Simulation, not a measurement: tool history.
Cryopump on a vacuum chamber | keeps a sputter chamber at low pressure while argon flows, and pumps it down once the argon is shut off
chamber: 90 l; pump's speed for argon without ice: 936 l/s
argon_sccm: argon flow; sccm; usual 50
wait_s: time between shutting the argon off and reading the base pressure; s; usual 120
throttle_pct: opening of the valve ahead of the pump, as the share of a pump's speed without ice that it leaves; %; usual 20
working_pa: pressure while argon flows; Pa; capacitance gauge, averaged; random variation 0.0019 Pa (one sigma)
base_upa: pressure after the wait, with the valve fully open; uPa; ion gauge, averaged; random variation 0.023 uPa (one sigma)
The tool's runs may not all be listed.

Run 1, day 0: usual settings. Result: working_pa 0.4506 Pa, base_upa 3.77 uPa.
Run 2, day 2.275: usual settings. Result: working_pa 0.4574 Pa, base_upa 3.84 uPa.
Run 3, day 4.442: usual settings. Result: working_pa 0.452 Pa, base_upa 4.05 uPa.
Run 4, day 8.079: usual settings. Result: working_pa 0.4556 Pa, base_upa 4.24 uPa.
Run 5, day 11.212: usual settings. Result: working_pa 0.4624 Pa, base_upa 4.54 uPa.
Run 6, day 13.533: usual settings. Result: working_pa 0.4645 Pa, base_upa 4.67 uPa.
Run 7, day 17.312: usual settings. Result: working_pa 0.4623 Pa, base_upa 4.91 uPa.
Run 8, day 21.442: usual settings but argon_sccm 76 sccm. Result: working_pa 0.713 Pa, base_upa 5.5 uPa.
Run 9, day 25.592: usual settings but argon_sccm 76 sccm. Result: working_pa 0.7154 Pa, base_upa 5.75 uPa.
Run 10, day 28.404: usual settings but argon_sccm 76 sccm. Result: working_pa 0.722 Pa, base_upa 5.96 uPa.
At day 30.058: leaking fittings of the chamber tightened, without venting.
Run 11, day 31.817: usual settings but argon_sccm 76 sccm. Result: working_pa 0.7309 Pa, base_upa 0.95 uPa.
Run 12, day 35.358: usual settings but argon_sccm 76 sccm. Result: working_pa 0.7365 Pa, base_upa 1.11 uPa.
Run 13, day 38.871: usual settings but argon_sccm 76 sccm. Result: working_pa 0.7429 Pa, base_upa 1.25 uPa.
At day 41.521: pump warmed up, emptied and cooled again.
Run 14, day 41.538: usual settings. Result: working_pa 0.455 Pa, base_upa 1.19 uPa.
Run 15, day 44.962: usual settings but wait_s 83 s. Result: working_pa 0.4557 Pa, base_upa 1.49 uPa.
Run 16, day 47.025: usual settings. Result: working_pa 0.4564 Pa, base_upa 1.41 uPa.
Run 17, day 48.975: usual settings but argon_sccm 64 sccm. Result: working_pa 0.5867 Pa, base_upa 1.49 uPa.
Run 18, day 52.996: usual settings but wait_s 43 s, throttle_pct 33 %. Result: working_pa 0.2818 Pa, base_upa 2.49 uPa.

Run 19 comes next. What will it give?
Run 19, day 56.162: usual settings but argon_sccm 42 sccm, wait_s 44 s, throttle_pct 33 %. Result: working_pa ?, base_upa ?.

Run 19 gave working_pa 0.2379 Pa, base_upa 2.65 uPa.
Without the tool's hidden state the same run would have given working_pa 0.2283 Pa, base_upa 1.46 uPa.
